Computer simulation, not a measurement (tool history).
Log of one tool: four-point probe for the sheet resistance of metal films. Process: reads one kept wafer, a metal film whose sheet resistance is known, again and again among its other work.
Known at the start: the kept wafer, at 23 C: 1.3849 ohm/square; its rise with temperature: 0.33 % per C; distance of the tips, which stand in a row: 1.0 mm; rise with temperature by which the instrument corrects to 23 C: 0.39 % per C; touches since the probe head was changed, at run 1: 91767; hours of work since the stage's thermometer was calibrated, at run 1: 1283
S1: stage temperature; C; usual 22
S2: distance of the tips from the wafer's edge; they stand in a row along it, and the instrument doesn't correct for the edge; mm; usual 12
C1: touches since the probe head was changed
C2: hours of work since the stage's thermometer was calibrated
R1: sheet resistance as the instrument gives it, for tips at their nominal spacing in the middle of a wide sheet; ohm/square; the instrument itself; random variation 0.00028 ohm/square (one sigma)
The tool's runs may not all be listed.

{"run": 1, "day": 0.0, "S1": 22, "S2": 12, "C1": 91767, "C2": 1283, "R1": 1.404289}
{"run": 2, "day": 1.175, "S1": 22, "S2": 12, "C1": 93628, "C2": 1304, "R1": 1.403949}
{"run": 3, "day": 2.471, "S1": 22, "S2": 57, "C1": 95683, "C2": 1327, "R1": 1.399516}
{"run": 4, "day": 3.492, "S1": 22, "S2": 57, "C1": 97305, "C2": 1345, "R1": 1.399667}
{"run": 5, "day": 4.9, "S1": 22, "S2": 57, "C1": 99537, "C2": 1369, "R1": 1.400099}
{"run": 6, "day": 6.254, "S1": 22, "S2": 57, "C1": 101684, "C2": 1393, "R1": 1.400287}
{"run": 7, "day": 7.392, "S1": 19, "S2": 23, "C1": 103483, "C2": 1413, "R1": 1.403954}
{"day": 7.604, "done": "stage's thermometer calibrated"}
{"run": 8, "day": 8.483, "S1": 29, "S2": 6, "C1": 105186, "C2": 16, "R1": 1.415329}
{"run": 9, "day": 10.342, "S1": 25, "S2": 6, "C1": 108128, "C2": 48, "R1": 1.419197}
{"run": 10, "day": 12.046, "S1": 22, "S2": 32, "C1": 110832, "C2": 78, "R1": 1.402008}
{"run": 11, "day": 13.504, "S1": 30, "S2": 15, "C1": 113143, "C2": 104, "R1": 1.398875}

Forecast each of these 5 alternatives for the next run:
{"run": "A", "day": 14.996, "S1": 23, "S2": 15, "C1": 115511, "C2": 130, "R1": "?"}
{"run": "B", "day": 14.996, "S1": 28, "S2": 19, "C1": 115511, "C2": 130, "R1": "?"}
{"run": "C", "day": 14.996, "S1": 31, "S2": 11, "C1": 115511, "C2": 130, "R1": "?"}
{"run": "D", "day": 14.996, "S1": 22, "S2": 36, "C1": 115511, "C2": 130, "R1": "?"}
{"run": "E", "day": 14.996, "S1": 30, "S2": 4, "C1": 115511, "C2": 130, "R1": "?"}

run=A R1=1.404452
run=B R1=1.399465
run=C R1=1.401567
run=D R1=1.402571
run=E R1=1.441108
Without the tool's hidden state the same runs would have given:
run=A R1=1.388317
run=B R1=1.383410
run=C R1=1.385505
run=D R1=1.386451
run=E R1=1.424622
